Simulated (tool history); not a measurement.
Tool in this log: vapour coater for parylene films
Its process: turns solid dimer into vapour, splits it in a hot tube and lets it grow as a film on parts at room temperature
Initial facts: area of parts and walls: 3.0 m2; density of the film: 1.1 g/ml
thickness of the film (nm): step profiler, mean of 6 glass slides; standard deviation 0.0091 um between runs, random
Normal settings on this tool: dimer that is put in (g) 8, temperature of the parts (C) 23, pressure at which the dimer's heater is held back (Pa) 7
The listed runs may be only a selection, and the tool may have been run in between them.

| run | day | dimer that is put in (g) | temperature of the parts (C) | pressure at which the dimer's heater is held back (Pa) | thickness of the film (nm) |
|---|---|---|---|---|---|
| 1 | 0 | 8 | 23 | 7 | 1382 |
| 2 | 0.588 | 8 | 18 | 7 | 1654 |
| 3 | 1.108 | 8 | 23 | 7 | 1389 |
| 4 | 1.888 | 8 | 23 | 7 | 1385 |
| 5 | 2.517 | 8 | 23 | 7 | 1372 |
| 6 | 2.946 | 8 | 23 | 7 | 1361 |
| 7 | 3.867 | 6 | 17 | 5.31 | 1359 |
| 8 | 4.404 | 6 | 34 | 5.31 | 723 |
|  | 4.638 | trap's valve overhauled |
| 9 | 5.388 | 5 | 34 | 11.17 | 498 |
| 10 | 6.308 | 8 | 26 | 7 | 1167 |
| 11 | 7.071 | 4 | 16 | 5.96 | 852 |
|  | 7.375 | trap's valve overhauled, once more |
| 12 | 7.721 | 11 | 15 | 6.13 | 2799 |

Consider 3 possible next runs. They are alternatives, not a sequence: every one starts from the tool as it was left by run 12. What does each give?
| A | 8.729 | 4 | 29 | 10.89 | ? |
| B | 8.729 | 4 | 20 | 3.07 | ? |
| C | 8.729 | 11 | 15 | 2.87 | ? |

| run | thickness of the film (nm) |
|---|---|
| A | 557 |
| B | 957 |
| C | 3207 |
Had the tool no hidden state, the same runs would have come out as:
| run | thickness of the film (nm) |
|---|---|
| A | 555 |
| B | 955 |
| C | 3199 |
